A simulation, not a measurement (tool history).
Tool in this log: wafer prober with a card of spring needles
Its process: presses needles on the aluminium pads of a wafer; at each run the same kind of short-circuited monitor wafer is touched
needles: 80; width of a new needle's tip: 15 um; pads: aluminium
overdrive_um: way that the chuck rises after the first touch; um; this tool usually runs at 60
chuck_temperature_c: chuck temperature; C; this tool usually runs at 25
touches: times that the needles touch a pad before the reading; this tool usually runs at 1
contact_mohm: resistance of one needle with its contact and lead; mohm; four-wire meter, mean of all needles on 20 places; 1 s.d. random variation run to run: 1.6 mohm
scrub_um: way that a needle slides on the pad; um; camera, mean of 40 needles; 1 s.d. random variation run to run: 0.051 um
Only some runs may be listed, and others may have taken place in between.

| run | hour | overdrive_um | chuck_temperature_c | touches | contact_mohm | scrub_um |
|---|---|---|---|---|---|---|
| 1 | 0 | 60 | 25 | 1 | 150 | 15.14 |
|  | 2.9 | tips cleaned on abrasive film |
|  | 16.3 | tips cleaned on abrasive film |
|  | 30.8 | tips cleaned on abrasive film |
| 2 | 40.4 | 60 | 25 | 1 | 151 | 15.19 |
|  | 43.6 | tips cleaned on abrasive film |
|  | 58.2 | tips cleaned on abrasive film |
| 3 | 67.5 | 60 | 39 | 1 | 154 | 15.25 |
|  | 70.7 | tips cleaned on abrasive film |
|  | 85.1 | tips cleaned on abrasive film |
| 4 | 88.9 | 60 | 39 | 1 | 152 | 15.17 |
|  | 98.2 | tips cleaned on abrasive film |
|  | 111 | tips cleaned on abrasive film |
| 5 | 111 | 60 | 25 | 3 | 152 | 15.14 |
|  | 125.7 | tips cleaned on abrasive film |
|  | 138.5 | tips cleaned on abrasive film |
| 6 | 138.5 | 60 | 25 | 3 | 150 | 15.26 |
|  | 153.6 | tips cleaned on abrasive film |
|  | 167.9 | tips cleaned on abrasive film |
|  | 182.3 | tips cleaned on abrasive film |
| 7 | 187.3 | 60 | 25 | 1 | 149 | 15.17 |
|  | 196.5 | tips cleaned on abrasive film |
|  | 211.7 | tips cleaned on abrasive film |
|  | 227 | tips cleaned on abrasive film |
| 8 | 227.4 | 60 | 25 | 1 | 152 | 15.28 |
|  | 239.8 | tips cleaned on abrasive film |
|  | 252.2 | tips cleaned on abrasive film |
| 9 | 264.5 | 60 | 25 | 1 | 150 | 15.24 |
|  | 266.8 | tips cleaned on abrasive film |
|  | 281.4 | tips cleaned on abrasive film |
|  | 296.3 | tips cleaned on abrasive film |
| 10 | 299.9 | 60 | 25 | 1 | 150 | 15.16 |
|  | 308.7 | tips cleaned on abrasive film |
|  | 324 | tips cleaned on abrasive film |
| 11 | 327.2 | 60 | 86 | 1 | 160 | 15.34 |
|  | 337.8 | tips cleaned on abrasive film |
|  | 350.7 | tips cleaned on abrasive film |
|  | 365.7 | tips cleaned on abrasive film |
| 12 | 369.8 | 60 | 86 | 1 | 161 | 15.27 |
|  | 379.1 | tips cleaned on abrasive film |
|  | 391.5 | tips cleaned on abrasive film |
| 13 | 392.6 | 60 | 86 | 1 | 159 | 15.33 |
|  | 407 | tips cleaned on abrasive film |
|  | 421.4 | tips cleaned on abrasive film |
| 14 | 424 | 60 | 86 | 1 | 160 | 15.27 |
|  | 435 | tips cleaned on abrasive film |
|  | 449.3 | tips cleaned on abrasive film |
|  | 463.4 | tips cleaned on abrasive film |
| 15 | 463.4 | 60 | 25 | 1 | 150 | 15.45 |
|  | 478.3 | tips cleaned on abrasive film |
|  | 492.7 | tips cleaned on abrasive film |
| 16 | 492.7 | 60 | 25 | 2 | 151 | 15.38 |
|  | 505.1 | tips cleaned on abrasive film |
|  | 518.4 | tips cleaned on abrasive film |
|  | 533.3 | tips cleaned on abrasive film |
| 17 | 533.3 | 60 | 25 | 2 | 150 | 15.32 |
|  | 547.1 | tips cleaned on abrasive film |
|  | 560.4 | tips cleaned on abrasive film |
| 18 | 560.4 | 43 | 38 | 1 | 157 | 11.07 |
|  | 575.4 | tips cleaned on abrasive film |
|  | 578.7 | height of the first contact set anew |
|  | 590.2 | tips cleaned on abrasive film |
| 19 | 594.5 | 48 | 25 | 1 | 151 | 12.33 |
|  | 603.1 | tips cleaned on abrasive film |
|  | 615.7 | tips cleaned on abrasive film |
|  | 630.6 | tips cleaned on abrasive film |
| 20 | 641.1 | 45 | 27 | 2 | 152 | 11.52 |
|  | 644.1 | tips cleaned on abrasive film |
|  | 657.1 | tips cleaned on abrasive film |
|  | 671.3 | tips cleaned on abrasive film |
| 21 | 671.3 | 46 | 89 | 1 | 165 | 11.86 |
|  | 686.6 | tips cleaned on abrasive film |
| 22 | 693.5 | 60 | 100 | 1 | 164 | 15.46 |
|  | 700.9 | tips cleaned on abrasive film |
|  | 713.8 | tips cleaned on abrasive film |
| 23 | 713.8 | 60 | 100 | 1 | 161 | 15.44 |
|  | 728.7 | tips cleaned on abrasive film |
|  | 743.9 | tips cleaned on abrasive film |
| 24 | 752.4 | 46 | 27 | 1 | 153 | 11.84 |
|  | 757.6 | tips cleaned on abrasive film |
|  | 772.6 | tips cleaned on abrasive film |
|  | 787.4 | tips cleaned on abrasive film |
| 25 | 794.5 | 67 | 35 | 1 | 151 | 17.24 |
|  | 800.6 | tips cleaned on abrasive film |
|  | 813 | tips cleaned on abrasive film |
|  | 827.6 | tips cleaned on abrasive film |
| 26 | 838.6 | 67 | 35 | 1 | 151 | 17.32 |
|  | 841 | tips cleaned on abrasive film |
|  | 854.3 | tips cleaned on abrasive film |
| 27 | 861.7 | 67 | 40 | 2 | 150 | 17.3 |
|  | 867.9 | tips cleaned on abrasive film |
|  | 883 | tips cleaned on abrasive film |
| 28 | 885.1 | 60 | 25 | 2 | 151 | 15.47 |
|  | 897.5 | tips cleaned on abrasive film |
|  | 911.2 | tips cleaned on abrasive film |
|  | 926.5 | tips cleaned on abrasive film |
| 29 | 934.3 | 40 | 78 | 3 | 164 | 10.35 |

4 options for the next run, each taken on its own from the tool as it stands now. Forecast them:
|  | 940.6 | tips cleaned on abrasive film |
|  | 943.7 | gauge calibrated |
|  | 955.6 | tips cleaned on abrasive film |
|  | 970.6 | tips cleaned on abrasive film |
| A | 972.5 | 75 | 25 | 1 | ? | ? |
|  | 940.6 | tips cleaned on abrasive film |
|  | 943.7 | gauge calibrated |
|  | 955.6 | tips cleaned on abrasive film |
|  | 970.6 | tips cleaned on abrasive film |
| B | 972.5 | 65 | 52 | 2 | ? | ? |
|  | 940.6 | tips cleaned on abrasive film |
|  | 943.7 | gauge calibrated |
|  | 955.6 | tips cleaned on abrasive film |
|  | 970.6 | tips cleaned on abrasive film |
| C | 972.5 | 77 | 25 | 2 | ? | ? |
|  | 940.6 | tips cleaned on abrasive film |
|  | 943.7 | gauge calibrated |
|  | 955.6 | tips cleaned on abrasive film |
|  | 970.6 | tips cleaned on abrasive film |
| D | 972.5 | 40 | 67 | 1 | ? | ? |

| run | contact_mohm | scrub_um |
|---|---|---|
| A | 150 | 18.91 |
| B | 154 | 16.46 |
| C | 148 | 19.48 |
| D | 164 | 10.12 |
Without the tool's hidden state the same runs would have given:
| run | contact_mohm | scrub_um |
|---|---|---|
| A | 150 | 18.9 |
| B | 154 | 16.45 |
| C | 148 | 19.47 |
| D | 164 | 10.12 |

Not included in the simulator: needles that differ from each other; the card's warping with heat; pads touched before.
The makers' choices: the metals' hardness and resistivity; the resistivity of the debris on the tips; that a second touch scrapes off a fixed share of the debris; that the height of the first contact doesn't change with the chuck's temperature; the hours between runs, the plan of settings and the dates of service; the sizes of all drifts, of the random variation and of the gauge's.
